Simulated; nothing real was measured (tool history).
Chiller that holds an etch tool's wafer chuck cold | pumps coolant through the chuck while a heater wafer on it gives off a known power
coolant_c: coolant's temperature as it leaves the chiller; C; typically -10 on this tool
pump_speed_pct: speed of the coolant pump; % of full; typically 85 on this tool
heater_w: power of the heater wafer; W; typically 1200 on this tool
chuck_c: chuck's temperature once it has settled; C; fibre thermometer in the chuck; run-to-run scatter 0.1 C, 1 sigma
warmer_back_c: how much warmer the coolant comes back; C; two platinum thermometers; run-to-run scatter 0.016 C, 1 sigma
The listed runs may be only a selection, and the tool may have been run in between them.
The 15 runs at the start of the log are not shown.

run   hour  coolant_c  pump_speed_pct  heater_w  chuck_c  warmer_back_c
 16  472.3        -10              85      1200      1.7           2.24
 17  514.2        -17              77      1497     -0.7           3.19
 18  541.8        -11              85      1568      4.6           3.01
 19  576.9        -10              74      1200      3.6           2.62
 20  595.4        -10              74      1200      3.5           2.64
 21  617.6        -10              74      1200      3.5           2.59
 22  652.5        -10              74      1200      3.4           2.57
 23  673.9        -10              76      1200      3.2           2.52
 24  708.5        -10              76      1200      3.3           2.49
     727.8  -- chiller's thermometer calibrated
     729.9  -- gauge calibrated
 25  749.4        -10              76      1200      3.2           2.73
 26    789        -10              76      1200      3.2           2.75
 27  824.8         -6              76      1200      7.1           2.71
 28  845.8         -2              85      1200      9.8            2.4
 29  879.3          0              85      1200     11.9           2.38
 30  923.5          0              85      1200     11.9           2.35
 31  945.4        -15              85      1277     -2.6           2.52
 32  986.9        -20              81       631    -13.5           1.25

Predict each of these 3 candidate next runs independently; none follows another, all start after run 32:
  A  1032        -10              85       894        ?              ?
  B  1032         -8              86       631        ?              ?
  C  1032         -7              68       884        ?              ?

run  chuck_c  warmer_back_c
  A     -1.3           1.68
  B     -1.8           1.17
  C      3.9            2.2
Without the tool's hidden state the same runs would have given:
run  chuck_c  warmer_back_c
  A     -1.3           1.79
  B     -1.8           1.28
  C      3.9           2.31

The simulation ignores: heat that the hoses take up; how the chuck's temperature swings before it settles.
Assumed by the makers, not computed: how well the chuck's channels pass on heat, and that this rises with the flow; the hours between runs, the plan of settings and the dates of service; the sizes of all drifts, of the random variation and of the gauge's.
